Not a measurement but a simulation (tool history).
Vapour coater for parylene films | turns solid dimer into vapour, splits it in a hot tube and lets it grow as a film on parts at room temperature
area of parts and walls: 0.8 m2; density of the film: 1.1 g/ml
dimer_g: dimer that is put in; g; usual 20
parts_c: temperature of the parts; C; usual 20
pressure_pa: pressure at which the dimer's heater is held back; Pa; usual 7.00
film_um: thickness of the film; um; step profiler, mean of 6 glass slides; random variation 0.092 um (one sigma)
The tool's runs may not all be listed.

Run 1, day 0.000: usual settings. Result: film_um 10.55 um.
Run 2, day 1.792: usual settings. Result: film_um 10.49 um.
Run 3, day 4.404: usual settings. Result: film_um 10.23 um.
Run 4, day 6.729: usual settings but dimer_g 8 g. Result: film_um 4.05 um.
Run 5, day 9.458: usual settings. Result: film_um 9.92 um.
Run 6, day 11.304: usual settings. Result: film_um 9.93 um.
Run 7, day 13.996: usual settings but parts_c 13 C. Result: film_um 12.17 um.
At day 15.546: trap's valve overhauled.
Run 8, day 16.162: usual settings but parts_c 13 C. Result: film_um 11.38 um.
Run 9, day 18.692: usual settings but parts_c 13 C. Result: film_um 10.89 um.
Run 10, day 21.433: usual settings. Result: film_um 8.80 um.
Run 11, day 24.100: usual settings. Result: film_um 8.73 um.
Run 12, day 25.925: usual settings. Result: film_um 8.51 um.
At day 26.546: trap's valve overhauled, once more.
Run 13, day 27.525: usual settings. Result: film_um 11.16 um.
Run 14, day 29.425: usual settings. Result: film_um 11.00 um.
Run 15, day 30.883: usual settings. Result: film_um 11.08 um.
Run 16, day 32.562: usual settings. Result: film_um 10.85 um.
Run 17, day 35.233: usual settings but dimer_g 17 g, parts_c 13 C, pressure_pa 9.85 Pa. Result: film_um 10.96 um.
Run 18, day 36.929: usual settings but dimer_g 17 g, parts_c 13 C, pressure_pa 9.85 Pa. Result: film_um 10.83 um.
Run 19, day 39.575: usual settings but dimer_g 11 g, parts_c 23 C, pressure_pa 8.84 Pa. Result: film_um 5.15 um.
Run 20, day 42.229: usual settings but dimer_g 27 g, parts_c 19 C, pressure_pa 2.94 Pa. Result: film_um 15.72 um.
Run 21, day 43.633: usual settings but dimer_g 15 g, parts_c 17 C, pressure_pa 2.31 Pa. Result: film_um 9.39 um.
Run 22, day 46.067: usual settings but dimer_g 10 g, parts_c 25 C, pressure_pa 2.19 Pa. Result: film_um 4.84 um.
Run 23, day 48.683: usual settings but dimer_g 13 g, pressure_pa 2.86 Pa. Result: film_um 6.99 um.
Run 24, day 50.171: usual settings but pressure_pa 3.34 Pa. Result: film_um 10.79 um.
Run 25, day 51.454: usual settings but pressure_pa 3.34 Pa. Result: film_um 10.38 um.
Run 26, day 53.225: usual settings but dimer_g 15 g, parts_c 29 C, pressure_pa 2.92 Pa. Result: film_um 6.05 um.
At day 54.142: trap's valve overhauled.
Run 27, day 55.488: usual settings but dimer_g 15 g, parts_c 29 C, pressure_pa 2.92 Pa. Result: film_um 6.99 um.
Run 28, day 56.896: usual settings but dimer_g 15 g, parts_c 29 C, pressure_pa 2.92 Pa. Result: film_um 6.84 um.
Run 29, day 58.942: usual settings but dimer_g 17 g, parts_c 32 C, pressure_pa 3.69 Pa. Result: film_um 6.99 um.

3 ways to go on from here, each from the tool as it stands after run 29. What would each give?
Run A, day 60.192: usual settings but dimer_g 24 g, parts_c 32 C, pressure_pa 6.04 Pa. Result: film_um ?.
Run B, day 60.192: usual settings but dimer_g 17 g, parts_c 13 C, pressure_pa 3.87 Pa. Result: film_um ?.
Run C, day 60.192: usual settings but dimer_g 12 g, parts_c 17 C, pressure_pa 8.41 Pa. Result: film_um ?.

run  film_um
  A     9.34
  B    12.44
  C     7.11
Without the tool's hidden state the same runs would have given:
run  film_um
  A     9.55
  B    12.72
  C     7.27
